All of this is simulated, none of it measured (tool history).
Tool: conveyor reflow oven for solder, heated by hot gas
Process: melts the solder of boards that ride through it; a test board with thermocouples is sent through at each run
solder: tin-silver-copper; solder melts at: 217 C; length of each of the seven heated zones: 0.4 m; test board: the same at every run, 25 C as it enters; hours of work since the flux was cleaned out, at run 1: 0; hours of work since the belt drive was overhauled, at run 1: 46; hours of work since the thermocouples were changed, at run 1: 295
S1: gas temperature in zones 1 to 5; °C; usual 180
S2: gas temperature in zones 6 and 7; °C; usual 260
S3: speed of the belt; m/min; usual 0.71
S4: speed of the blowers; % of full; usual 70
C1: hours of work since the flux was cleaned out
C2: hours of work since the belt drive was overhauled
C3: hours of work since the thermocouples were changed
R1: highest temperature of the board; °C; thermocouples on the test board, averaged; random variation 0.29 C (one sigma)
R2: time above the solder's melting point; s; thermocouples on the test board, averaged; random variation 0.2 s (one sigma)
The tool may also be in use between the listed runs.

run    hour   S1   S2     S3  S4   C1   C2    C3     R1    R2
  1       0  180  260   0.71  70    0   46   295  249.1  50.9
  2    53.7  180  260   0.71  57   42   88   337  244.3  46.8
  3    94.4  180  260   0.71  57   74  120   369  244.3  46.2
  4   168.5  180  260   0.71  70  132  178   427    249  50.8
  5     221  180  260   0.71  70  174  219   468  248.2  50.5
  6   287.7  180  260   0.71  70  226  272   521  248.1    50
      328.5  -- flux residue cleaned out of gas plates and filters
  7   370.8  180  260   0.71  70   33  333   582  249.2  51.3
  8   417.5  180  260   0.71  70   70  370   619    249  51.1
  9   500.8  180  260   0.71  70  135  435   684  248.9  50.8
      508.6  -- belt drive overhauled, speed set with a stopwatch
 10   582.9  180  260   0.71  70  197   58   746  248.5  51.1
 11   648.1  180  260   0.71  70  248  110   797  248.9  50.6
      658.1  -- flux residue cleaned out of gas plates and filters
      710.4  -- belt drive overhauled, speed set with a stopwatch, once more
 12     728  180  260   0.71  70   52   14   853    250  51.3
 13   810.9  180  260   0.71  70  117   79   918  249.7  51.3
 14   864.9  180  254   0.71  70  159  121   960    244  47.4
 15     945  180  254   0.71  69  222  184  1023  243.6    47
      985.7  -- flux residue cleaned out of gas plates and filters
 16  1032.3  180  260   0.71  70   37  249  1088  250.5  51.8
 17  1067.9  180  260   0.71  84   65  277  1116  253.4    55
 18  1147.9  180  260   0.71  80  128  340  1179  252.3    54
 19    1187  180  260   0.71  80  158  371  1210  252.6  53.5
 20  1261.4  180  260   0.71  80  217  429  1268  251.9  53.9
     1297.7  -- thermocouples of zones 6 and 7 changed
     1312.7  -- flux residue cleaned out of gas plates and filters
 21    1329  180  260  0.799  78   13  477    21  246.8  43.8
 22  1403.7  194  273  0.587  74   72  536    79    266  78.8
 23  1483.7  194  273  0.587  74  134  599   142  265.4  78.4
 24  1536.4  194  273  0.587  83  176  640   184  267.5  79.7
 25  1613.1  185  273  0.768  79  236  700   244  259.6    54
     1639.6  -- flux residue cleaned out of gas plates and filters
 26  1695.2  186  255  0.705  79   44  761   305  246.9  53.6
     1716.2  -- belt drive overhauled, speed set with a stopwatch
 27    1735  169  255  0.705  79   72   15   333  244.1  44.8
 28  1808.6  169  255  0.705  79  130   73   391  244.1  44.9
 29  1886.3  186  255  0.705  55  191  134   452  239.8  45.1
 30  1929.6  186  255  0.705  55  225  168   486  240.6    45
     1968.1  -- flux residue cleaned out of gas plates and filters
 31  1983.6  194  264   0.71  70   12  206   524  254.3    60

Some steps in R1 between neighbouring runs. How much of each would the tool show without its hidden state too (settings, what came in, random variation), and how much is left for the hidden state, with any gauge scatter that isn't in both results?
The hidden state here: heat that the gas passes to the board, % of a clean oven's; belt's true speed, % of the reading; true gas temperature in zones 6 and 7 over the reading, C; drift of the gauge itself on peak_c, C; drift of the gauge itself on liquid_s, %.
Run 11 -> 12: flux residue cleaned out of gas plates and filters, belt drive overhauled, speed set with a stopwatch, once more. R1 +1.1 °C: hidden state +1.2, all else -0.1.
Run 20 -> 21: S3 0.71 -> 0.799, S4 80 -> 78, thermocouples of zones 6 and 7 changed, flux residue cleaned out of gas plates and filters. R1 -5.1 °C: hidden state -2.3, all else -2.8.
Run 21 -> 22: S1 180 -> 194, S2 260 -> 273, S3 0.799 -> 0.587, S4 78 -> 74. R1 +19.2 °C: hidden state -0.1, all else +19.3.
Run 25 -> 26: S1 185 -> 186, S2 273 -> 255, S3 0.768 -> 0.705, flux residue cleaned out of gas plates and filters. R1 -12.7 °C: hidden state +1.4, all else -14.1.
Run 30 -> 31: S1 186 -> 194, S2 255 -> 264, S3 0.705 -> 0.71, S4 55 -> 70, flux residue cleaned out of gas plates and filters. R1 +13.7 °C: hidden state +1.1, all else +12.6.
